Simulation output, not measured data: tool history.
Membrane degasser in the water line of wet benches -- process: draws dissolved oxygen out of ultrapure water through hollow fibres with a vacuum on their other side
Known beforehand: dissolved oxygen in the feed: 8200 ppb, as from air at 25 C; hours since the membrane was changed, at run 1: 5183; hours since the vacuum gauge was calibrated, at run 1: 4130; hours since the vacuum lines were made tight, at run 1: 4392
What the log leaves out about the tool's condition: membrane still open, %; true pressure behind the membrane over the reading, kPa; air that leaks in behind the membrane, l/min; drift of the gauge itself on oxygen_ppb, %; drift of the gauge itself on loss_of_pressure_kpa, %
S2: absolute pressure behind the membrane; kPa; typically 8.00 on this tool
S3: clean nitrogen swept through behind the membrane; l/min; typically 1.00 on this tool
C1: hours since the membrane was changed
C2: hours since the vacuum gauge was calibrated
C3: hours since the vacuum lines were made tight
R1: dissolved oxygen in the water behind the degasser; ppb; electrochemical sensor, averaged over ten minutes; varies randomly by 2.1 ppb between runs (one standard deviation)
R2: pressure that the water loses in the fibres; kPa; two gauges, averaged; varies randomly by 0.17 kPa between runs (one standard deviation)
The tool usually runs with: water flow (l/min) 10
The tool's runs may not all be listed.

{"run": 1, "hour": 0.0, "water flow (l/min)": 10, "S2": 8.0, "S3": 1.0, "C1": 5183, "C2": 4130, "C3": 4392, "R1": 234.1, "R2": 30.5}
{"run": 2, "hour": 154.6, "water flow (l/min)": 10, "S2": 8.0, "S3": 1.0, "C1": 5338, "C2": 4284, "C3": 4546, "R1": 238.1, "R2": 30.75}
{"run": 3, "hour": 304.7, "water flow (l/min)": 10, "S2": 8.0, "S3": 1.61, "C1": 5488, "C2": 4434, "C3": 4696, "R1": 198.6, "R2": 30.64}
{"run": 4, "hour": 497.1, "water flow (l/min)": 10, "S2": 8.0, "S3": 1.61, "C1": 5680, "C2": 4627, "C3": 4889, "R1": 199.0, "R2": 30.53}
{"run": 5, "hour": 734.1, "water flow (l/min)": 10, "S2": 8.0, "S3": 1.61, "C1": 5917, "C2": 4864, "C3": 5126, "R1": 200.4, "R2": 30.36}
{"run": 6, "hour": 899.5, "water flow (l/min)": 10, "S2": 8.0, "S3": 1.61, "C1": 6083, "C2": 5029, "C3": 5291, "R1": 207.1, "R2": 30.47}
{"run": 7, "hour": 1044.8, "water flow (l/min)": 10, "S2": 8.0, "S3": 1.61, "C1": 6228, "C2": 5174, "C3": 5436, "R1": 204.8, "R2": 30.7}
{"run": 8, "hour": 1242.8, "water flow (l/min)": 10, "S2": 8.0, "S3": 1.61, "C1": 6426, "C2": 5372, "C3": 5634, "R1": 204.6, "R2": 30.81}
{"run": 9, "hour": 1460.6, "water flow (l/min)": 10, "S2": 8.0, "S3": 1.0, "C1": 6644, "C2": 5590, "C3": 5852, "R1": 251.1, "R2": 31.04}
{"run": 10, "hour": 1643.7, "water flow (l/min)": 10, "S2": 8.0, "S3": 1.0, "C1": 6827, "C2": 5773, "C3": 6035, "R1": 257.2, "R2": 31.01}
{"run": 11, "hour": 1768.3, "water flow (l/min)": 10, "S2": 8.0, "S3": 0.52, "C1": 6952, "C2": 5898, "C3": 6160, "R1": 345.1, "R2": 30.84}
{"run": 12, "hour": 1871.4, "water flow (l/min)": 10, "S2": 8.0, "S3": 2.46, "C1": 7055, "C2": 6001, "C3": 6263, "R1": 183.0, "R2": 30.88}
{"run": 13, "hour": 1974.2, "water flow (l/min)": 10, "S2": 8.0, "S3": 2.46, "C1": 7158, "C2": 6104, "C3": 6366, "R1": 186.4, "R2": 31.1}
{"run": 14, "hour": 2111.7, "water flow (l/min)": 10, "S2": 8.0, "S3": 2.46, "C1": 7295, "C2": 6241, "C3": 6503, "R1": 180.3, "R2": 31.02}
{"run": 15, "hour": 2228.2, "water flow (l/min)": 10, "S2": 8.0, "S3": 1.0, "C1": 7412, "C2": 6358, "C3": 6620, "R1": 257.3, "R2": 30.86}
{"run": 16, "hour": 2426.2, "water flow (l/min)": 8, "S2": 5.5, "S3": 1.0, "C1": 7610, "C2": 6556, "C3": 6818, "R1": 132.0, "R2": 25.2}
{"run": 17, "hour": 2555.0, "water flow (l/min)": 8, "S2": 5.5, "S3": 1.0, "C1": 7738, "C2": 6685, "C3": 6947, "R1": 133.3, "R2": 24.85}
{"run": 18, "hour": 2672.5, "water flow (l/min)": 8, "S2": 7.34, "S3": 1.27, "C1": 7856, "C2": 6802, "C3": 7064, "R1": 150.0, "R2": 24.93}
{"hour": 2752.0, "done": "seals of the vacuum lines changed"}
{"run": 19, "hour": 2907.7, "water flow (l/min)": 10, "S2": 8.0, "S3": 1.26, "C1": 8089, "C2": 7035, "C3": 156, "R1": 235.7, "R2": 31.58}
{"run": 20, "hour": 3007.2, "water flow (l/min)": 16, "S2": 8.0, "S3": 1.06, "C1": 8189, "C2": 7135, "C3": 255, "R1": 518.4, "R2": 50.19}
{"hour": 3151.4, "done": "vacuum gauge calibrated"}
{"run": 21, "hour": 3234.4, "water flow (l/min)": 10, "S2": 15.74, "S3": 1.0, "C1": 8415, "C2": 83, "C3": 482, "R1": 426.6, "R2": 31.34}
{"run": 22, "hour": 3353.2, "water flow (l/min)": 10, "S2": 15.74, "S3": 1.0, "C1": 8534, "C2": 202, "C3": 601, "R1": 423.0, "R2": 31.3}
{"run": 23, "hour": 3488.6, "water flow (l/min)": 10, "S2": 9.96, "S3": 1.83, "C1": 8669, "C2": 337, "C3": 736, "R1": 231.7, "R2": 31.64}
{"run": 24, "hour": 3594.1, "water flow (l/min)": 10, "S2": 9.96, "S3": 1.83, "C1": 8775, "C2": 443, "C3": 842, "R1": 232.9, "R2": 31.22}
{"run": 25, "hour": 3776.9, "water flow (l/min)": 10, "S2": 8.0, "S3": 0.63, "C1": 8958, "C2": 625, "C3": 1024, "R1": 314.8, "R2": 31.41}
{"run": 26, "hour": 3958.8, "water flow (l/min)": 10, "S2": 7.94, "S3": 0.45, "C1": 9140, "C2": 807, "C3": 1206, "R1": 368.8, "R2": 31.5}
{"run": 27, "hour": 4181.7, "water flow (l/min)": 9, "S2": 11.74, "S3": 2.62, "C1": 9363, "C2": 1030, "C3": 1429, "R1": 188.9, "R2": 28.24}
{"run": 28, "hour": 4323.9, "water flow (l/min)": 14, "S2": 5.16, "S3": 2.35, "C1": 9505, "C2": 1172, "C3": 1571, "R1": 328.0, "R2": 44.81}
{"run": 29, "hour": 4467.7, "water flow (l/min)": 10, "S2": 9.09, "S3": 1.73, "C1": 9649, "C2": 1316, "C3": 1715, "R1": 227.7, "R2": 32.18}

Each row is a separate what-if for the run after 29, all from the same tool condition, not one after another. Results?
{"run": "A", "hour": 4626.6, "water flow (l/min)": 10, "S2": 6.55, "S3": 1.88, "C1": 9808, "C2": 1475, "C3": 1874, "R1": "?", "R2": "?"}
{"run": "B", "hour": 4626.6, "water flow (l/min)": 10, "S2": 9.09, "S3": 2.11, "C1": 9808, "C2": 1475, "C3": 1874, "R1": "?", "R2": "?"}
{"run": "C", "hour": 4626.6, "water flow (l/min)": 7, "S2": 9.09, "S3": 0.42, "C1": 9808, "C2": 1475, "C3": 1874, "R1": "?", "R2": "?"}
{"run": "D", "hour": 4626.6, "water flow (l/min)": 15, "S2": 15.51, "S3": 1.92, "C1": 9808, "C2": 1475, "C3": 1874, "R1": "?", "R2": "?"}
{"run": "E", "hour": 4626.6, "water flow (l/min)": 8, "S2": 13.7, "S3": 0.67, "C1": 9808, "C2": 1475, "C3": 1874, "R1": "?", "R2": "?"}

run=A R1=193.9 R2=31.87
run=B R1=213.7 R2=31.71
run=C R1=281.5 R2=22.91
run=D R1=551.9 R2=47.72
run=E R1=365.7 R2=25.28
Had the tool no hidden state, the same runs would have come out as:
run=A R1=139.6 R2=28.74
run=B R1=160.4 R2=28.58
run=C R1=251.1 R2=20.70
run=D R1=453.5 R2=43.04
run=E R1=327.5 R2=22.77
